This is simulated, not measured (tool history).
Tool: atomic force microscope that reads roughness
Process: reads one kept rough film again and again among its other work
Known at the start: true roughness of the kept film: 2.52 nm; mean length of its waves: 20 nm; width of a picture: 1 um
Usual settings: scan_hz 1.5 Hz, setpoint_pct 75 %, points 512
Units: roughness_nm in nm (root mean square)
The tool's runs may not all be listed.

run,hour,scan_hz,setpoint_pct,points,roughness_nm
1,0,1.5,75,512,1.704
2,19.4,1.5,75,512,1.558
3,31.7,1.5,75,512,1.455
4,57.8,1.5,75,480,1.292
5,75.2,1.5,75,512,1.886
6,96.2,1.5,75,512,1.672
7,113,1.5,75,512,1.537
8,127.1,1.5,75,512,1.434
9,146.9,1.5,75,512,1.317
10,165.6,1.5,85,512,1.174
11,186.5,1.5,75,512,1.795
12,203,1.5,75,512,1.638
13,219,1.5,75,713,1.506
14,243.8,1.5,75,713,1.363
15,267.2,1.5,75,713,1.245
16,286.8,1.5,75,713,1.843
17,310.6,1.5,75,713,1.617
18,335,1.5,75,638,1.427
19,351.3,1.5,75,638,1.32
20,363.3,1.5,75,638,1.243
21,380.1,1.5,75,512,1.914
22,403.8,1.5,75,276,1.619
23,426.9,1.5,75,276,1.446
24,450.7,2.02,75,512,1.308
25,472.6,2.02,75,512,1.191
26,488.8,1.5,75,661,1.857
27,502.1,0.69,75,512,1.744
28,513.2,0.69,75,512,1.643
29,531,0.69,75,512,1.499
30,548.3,0.69,75,512,1.382
31,567,0.69,75,481,1.275
32,579.5,0.69,75,481,1.194
33,601.3,1.1,75,430,1.73
34,617.9,1.66,83,545,1.55
35,637.2,2.38,67,950,1.448
36,648.8,2.38,67,950,1.377
37,661.6,2.38,67,950,1.294
38,674.3,2.84,67,950,1.215
39,685.6,2.84,67,950,1.91
40,705.2,1.03,76,762,1.735
41,728.5,3.98,59,270,1.459
42,746,3.98,81,862,1.246
43,761.9,3.98,76,429,1.184
44,775.1,0.55,75,368,1.233
45,793.6,2.5,75,368,1.773
46,804.9,2.5,75,375,1.679
47,822.5,3.54,68,512,1.548
48,845.6,0.57,60,352,1.459
49,861.8,0.57,75,352,1.358
50,881.1,1.5,72,512,1.215
51,902.9,1.5,66,443,1.818
52,928.4,1.5,89,512,1.514

Not shown: 9 entries that the log had between the listed runs. Between which runs, and how does the tool's hidden state differ before and after?
Between runs 4 and 5: new tip fitted (hour 75.2)
  radius of the tip, nm: 34.5 -> 10.5
  measured less the result without the state, roughness_nm: -0.625 -> -0.014 nm (root mean square)
Between runs 10 and 11: new tip fitted (hour 177.4)
  radius of the tip, nm: 39.5 -> 13.5; height scale over the true one, %: 0.35 -> 0.36
  measured less the result without the state, roughness_nm: -0.684 -> -0.118 nm (root mean square)
Between runs 15 and 16: new tip fitted (hour 278.8)
  radius of the tip, nm: 38.1 -> 12.5; height scale over the true one, %: 0.4 -> 0.41
  measured less the result without the state, roughness_nm: -0.688 -> -0.085 nm (root mean square)
Between runs 20 and 21: new tip fitted (hour 380.1)
  radius of the tip, nm: 37.4 -> 10.5; height scale over the true one, %: 0.45 -> 0.46
  measured less the result without the state, roughness_nm: -0.671 -> -0.012 nm (root mean square)
Between runs 25 and 26: new tip fitted (hour 481.7)
  radius of the tip, nm: 40.1 -> 12.2
  measured less the result without the state, roughness_nm: -0.704 -> -0.072 nm (root mean square)
Between runs 32 and 33: new tip fitted (hour 582.8)
  radius of the tip, nm: 42.1 -> 16.1; height scale over the true one, %: 0.56 -> 0.57
  measured less the result without the state, roughness_nm: -0.755 -> -0.2 nm (root mean square)
Between runs 38 and 39: new tip fitted (hour 685.4)
  radius of the tip, nm: 39.6 -> 10.7
  measured less the result without the state, roughness_nm: -0.705 -> -0.016 nm (root mean square)
Between runs 44 and 45: new tip fitted (hour 786.6)
  radius of the tip, nm: 39.8 -> 12.8; height scale over the true one, %: 0.66 -> 0.67
  measured less the result without the state, roughness_nm: -0.719 -> -0.085 nm (root mean square)
Between runs 50 and 51: new tip fitted (hour 888.6)
  radius of the tip, nm: 39.3 -> 14.2; height scale over the true one, %: 0.71 -> 0.73
  measured less the result without the state, roughness_nm: -0.699 -> -0.138 nm (root mean square)
